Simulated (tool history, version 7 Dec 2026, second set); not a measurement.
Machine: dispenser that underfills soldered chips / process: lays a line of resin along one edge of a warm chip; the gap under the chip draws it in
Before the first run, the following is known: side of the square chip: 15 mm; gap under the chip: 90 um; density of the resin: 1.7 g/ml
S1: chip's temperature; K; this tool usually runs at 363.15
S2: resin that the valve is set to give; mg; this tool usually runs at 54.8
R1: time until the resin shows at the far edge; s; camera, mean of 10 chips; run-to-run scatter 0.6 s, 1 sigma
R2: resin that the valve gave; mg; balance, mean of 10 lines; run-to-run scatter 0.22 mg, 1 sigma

run 1 hour=0.0 | S1=363.15 S2=54.8 | R1=53.5 R2=53.77
run 2 hour=4.2 | S1=363.15 S2=54.8 | R1=70.3 R2=53.81
-- hour=9.2 new syringe of resin
run 3 hour=11.0 | S1=363.15 S2=54.8 | R1=58.0 R2=53.75
run 4 hour=18.5 | S1=363.15 S2=60.3 | R1=95.9 R2=59.25
-- hour=19.7 new syringe of resin
run 5 hour=24.6 | S1=363.15 S2=60.3 | R1=67.9 R2=58.84
-- hour=29.5 new syringe of resin
run 6 hour=29.5 | S1=363.15 S2=54.8 | R1=50.1 R2=53.47
run 7 hour=34.2 | S1=363.15 S2=58.3 | R1=68.6 R2=56.63
-- hour=39.8 new syringe of resin
run 8 hour=41.6 | S1=363.15 S2=58.3 | R1=56.0 R2=56.32
-- hour=49.9 new syringe of resin
run 9 hour=49.9 | S1=363.15 S2=58.3 | R1=50.8 R2=56.95
run 10 hour=55.6 | S1=363.15 S2=48.7 | R1=76.1 R2=47.52
-- hour=59.9 new syringe of resin
run 11 hour=63.7 | S1=363.15 S2=54.8 | R1=65.1 R2=53.23
-- hour=69.7 new syringe of resin
run 12 hour=69.7 | S1=363.15 S2=54.8 | R1=49.8 R2=53.01
run 13 hour=76.4 | S1=363.15 S2=71.1 | R1=77.2 R2=68.45
-- hour=79.6 new syringe of resin
run 14 hour=81.7 | S1=363.15 S2=71.1 | R1=56.6 R2=68.08
-- hour=83.2 dispensing valve cleaned and set on the balance
run 15 hour=89.1 | S1=363.15 S2=71.1 | R1=87.5 R2=71.22
-- hour=91.0 new syringe of resin
run 16 hour=93.9 | S1=363.15 S2=54.8 | R1=60.5 R2=54.59
run 17 hour=98.1 | S1=369.15 S2=54.8 | R1=67.5 R2=54.46
-- hour=100.8 new syringe of resin
run 18 hour=105.9 | S1=363.15 S2=54.8 | R1=71.6 R2=54.61
run 19 hour=109.7 | S1=355.15 S2=55.1 | R1=116.2 R2=54.68
-- hour=110.7 new syringe of resin
run 20 hour=115.6 | S1=358.15 S2=54.6 | R1=79.5 R2=54.59
-- hour=120.9 new syringe of resin
run 21 hour=123.1 | S1=358.15 S2=54.6 | R1=67.5 R2=53.91
-- hour=130.9 new syringe of resin
run 22 hour=130.9 | S1=350.15 S2=53.2 | R1=77.7 R2=52.35
run 23 hour=139.7 | S1=362.15 S2=59.2 | R1=93.5 R2=58.34
-- hour=141.2 new syringe of resin
run 24 hour=147.1 | S1=355.15 S2=63.3 | R1=94.7 R2=62.67
-- hour=151.1 new syringe of resin
run 25 hour=151.1 | S1=365.15 S2=54.0 | R1=46.0 R2=53.26
run 26 hour=157.0 | S1=355.15 S2=60.3 | R1=95.2 R2=59.32
-- hour=160.9 new syringe of resin
run 27 hour=161.1 | S1=355.15 S2=60.3 | R1=64.5 R2=59.13
run 28 hour=166.5 | S1=363.15 S2=61.4 | R1=71.6 R2=60.30
-- hour=170.8 new syringe of resin
run 29 hour=174.2 | S1=363.15 S2=61.4 | R1=62.2 R2=59.77
-- hour=181.0 new syringe of resin
run 30 hour=182.2 | S1=355.15 S2=48.7 | R1=69.2 R2=47.17
run 31 hour=189.9 | S1=367.15 S2=64.3 | R1=79.4 R2=62.48
-- hour=191.2 new syringe of resin
run 32 hour=194.1 | S1=367.15 S2=64.3 | R1=52.1 R2=62.29
-- hour=201.2 new syringe of resin
run 33 hour=201.8 | S1=376.15 S2=59.7 | R1=33.7 R2=58.03
run 34 hour=209.8 | S1=363.15 S2=47.7 | R1=89.2 R2=46.11
-- hour=211.3 new syringe of resin
run 35 hour=216.3 | S1=376.15 S2=54.8 | R1=46.0 R2=53.49

The logged runs with the hidden state left out (each run's random variation unchanged):
Hidden state at play: resin's viscosity, % of fresh resin's; dose that the valve gives, % of what is set; true chip temperature over the reading, C; drift of the gauge itself on fill_s, %; drift of the gauge itself on given_mg, %.
run=1 R1=52.4 R2=54.62
run=2 R1=51.8 R2=54.72
run=3 R1=52.5 R2=54.75
run=4 R1=52.5 R2=60.45
run=5 R1=51.0 R2=60.12
run=6 R1=52.2 R2=54.71
run=7 R1=52.5 R2=58.01
run=8 R1=51.4 R2=57.80
run=9 R1=52.4 R2=58.56
run=10 R1=53.2 R2=48.94
run=11 R1=51.7 R2=54.94
run=12 R1=51.4 R2=54.80
run=13 R1=50.9 R2=70.90
run=14 R1=51.1 R2=70.61
run=15 R1=51.5 R2=71.34
run=16 R1=51.6 R2=54.73
run=17 R1=43.1 R2=54.67
run=18 R1=53.2 R2=54.92
run=19 R1=66.6 R2=55.05
run=20 R1=60.0 R2=55.02
run=21 R1=61.1 R2=54.45
run=22 R1=81.2 R2=52.97
run=23 R1=54.0 R2=59.16
run=24 R1=66.5 R2=63.66
run=25 R1=48.1 R2=54.15
run=26 R1=67.2 R2=60.40
run=27 R1=66.6 R2=60.27
run=28 R1=51.5 R2=61.55
run=29 R1=52.9 R2=61.12
run=30 R1=67.6 R2=48.34
run=31 R1=46.2 R2=64.15
run=32 R1=45.6 R2=64.01
run=33 R1=34.3 R2=59.75
run=34 R1=52.7 R2=47.58
run=35 R1=34.2 R2=55.26
